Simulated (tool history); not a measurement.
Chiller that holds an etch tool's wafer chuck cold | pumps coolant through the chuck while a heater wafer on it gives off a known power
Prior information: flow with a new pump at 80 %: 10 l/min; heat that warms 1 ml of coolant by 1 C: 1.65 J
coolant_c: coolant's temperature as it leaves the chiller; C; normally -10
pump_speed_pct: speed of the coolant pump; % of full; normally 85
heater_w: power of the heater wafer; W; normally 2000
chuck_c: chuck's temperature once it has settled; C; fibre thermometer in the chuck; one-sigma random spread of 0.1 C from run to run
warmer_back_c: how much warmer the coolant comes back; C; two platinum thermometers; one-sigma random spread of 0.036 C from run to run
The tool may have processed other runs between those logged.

run	day	coolant_c	pump_speed_pct	heater_w	chuck_c	warmer_back_c
1	0.000	-10	85	2000	3.8	6.89
2	1.021	-10	85	2000	3.9	6.89
3	2.342	-10	85	2000	3.9	6.89
4	3.433	-10	85	2000	4.0	6.87
5	5.567	-10	85	2091	4.6	7.19
6	6.896	-5	85	2091	9.5	7.20
7	8.196	-10	85	2000	4.0	6.84
8	9.296	-10	85	2000	3.8	6.88
9	11.083	-10	85	1185	-1.7	4.08
10	12.908	-10	85	1185	-1.8	4.05
11	14.600	-10	85	1563	1.0	5.49
12	16.017	-10	85	1563	1.0	5.39
13	18.050	-12	66	1140	-2.6	5.10
14	19.112	-12	66	1140	-2.5	5.08
15	20.271	-13	95	2000	0.4	6.18
16	22.571	-13	95	2000	0.2	6.23
17	23.925	-17	95	1493	-7.0	4.66
18	25.733	-10	83	2000	4.1	7.06
19	27.212	-10	83	2000	4.2	7.10
20	28.779	-9	71	1165	0.2	4.78
21	30.588	-9	71	1165	0.2	4.82
22	32.796	-7	95	1675	4.2	5.22
23	33.821	-8	95	1068	-0.6	3.37
24	35.258	-8	95	1068	-0.6	3.36

Each row is a separate what-if for the run after 24, all from the same tool condition, not one after another. Results?
A	36.325	-16	87	1068	?	?
B	36.325	-8	81	2574	?	?
C	36.325	-19	95	1906	?	?
D	36.325	-13	66	1068	?	?

run	chuck_c	warmer_back_c
A	-8.5	3.62
B	10.6	9.32
C	-6.3	5.94
D	-4.0	4.79
Without the tool's unlogged condition, the same runs would have read:
run	chuck_c	warmer_back_c
A	-9.0	3.57
B	9.7	9.18
C	-7.0	5.86
D	-4.6	4.71

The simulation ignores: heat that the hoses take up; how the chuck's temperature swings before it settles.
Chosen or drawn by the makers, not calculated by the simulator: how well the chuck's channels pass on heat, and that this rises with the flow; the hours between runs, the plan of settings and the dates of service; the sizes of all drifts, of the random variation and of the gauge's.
